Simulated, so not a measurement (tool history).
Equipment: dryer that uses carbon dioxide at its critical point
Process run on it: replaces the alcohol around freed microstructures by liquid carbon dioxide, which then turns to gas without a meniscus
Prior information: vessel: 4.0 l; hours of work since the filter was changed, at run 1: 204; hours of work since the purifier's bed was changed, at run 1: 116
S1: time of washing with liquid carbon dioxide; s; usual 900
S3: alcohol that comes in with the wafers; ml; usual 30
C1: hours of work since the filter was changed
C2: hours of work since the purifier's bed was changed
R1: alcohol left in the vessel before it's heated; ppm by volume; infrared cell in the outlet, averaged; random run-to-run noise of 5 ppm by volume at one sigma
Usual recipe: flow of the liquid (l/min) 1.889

Run 1, hour 0: usual settings; C1 204; C2 116. Result: R1 41 ppm by volume.
Run 2, hour 15.4: usual settings; C1 215; C2 126. Result: R1 52 ppm by volume.
Run 3, hour 22.9: usual settings; C1 220; C2 131. Result: R1 56 ppm by volume.
Run 4, hour 34.7: usual settings but S3 68 ml; C1 228; C2 140. Result: R1 71 ppm by volume.
Run 5, hour 49.8: usual settings but S3 68 ml; C1 238; C2 150. Result: R1 69 ppm by volume.
Run 6, hour 63.5: usual settings but S1 1140 s, flow of the liquid (l/min) 1.42, S3 25 ml; C1 248; C2 159. Result: R1 63 ppm by volume.
Run 7, hour 75.4: usual settings but S1 720 s; C1 256; C2 168. Result: R1 91 ppm by volume.
Run 8, hour 86.7: usual settings but S1 720 s; C1 264; C2 175. Result: R1 90 ppm by volume.
Run 9, hour 95.7: usual settings but S1 720 s; C1 270; C2 181. Result: R1 100 ppm by volume.
Run 10, hour 103.5: usual settings but S1 960 s, flow of the liquid (l/min) 1.98, S3 38 ml; C1 275; C2 187. Result: R1 62 ppm by volume.

Each row is a separate what-if for the run after 10, all from the same tool condition, not one after another. Results?
Run A, hour 116.8: usual settings but S1 960 s, flow of the liquid (l/min) 1.77; C1 284; C2 196. Result: R1 ?.
Run B, hour 116.8: usual settings but S1 840 s, flow of the liquid (l/min) 1.9, S3 93 ml; C1 284; C2 196. Result: R1 ?.
Run C, hour 116.8: usual settings but flow of the liquid (l/min) 1.78; C1 284; C2 196. Result: R1 ?.
Run D, hour 116.8: usual settings but S1 960 s, flow of the liquid (l/min) 1.98, S3 29 ml; C1 284; C2 196. Result: R1 ?.
Run E, hour 116.8: usual settings but S1 600 s, flow of the liquid (l/min) 2.23, S3 38 ml; C1 284; C2 196. Result: R1 ?.

run   R1
  A   82
  B  126
  C   73
  D   57
  E  131
Without the tool's hidden state the same runs would have given:
run  R1
  A  20
  B  46
  C  10
  D   0
  E  53

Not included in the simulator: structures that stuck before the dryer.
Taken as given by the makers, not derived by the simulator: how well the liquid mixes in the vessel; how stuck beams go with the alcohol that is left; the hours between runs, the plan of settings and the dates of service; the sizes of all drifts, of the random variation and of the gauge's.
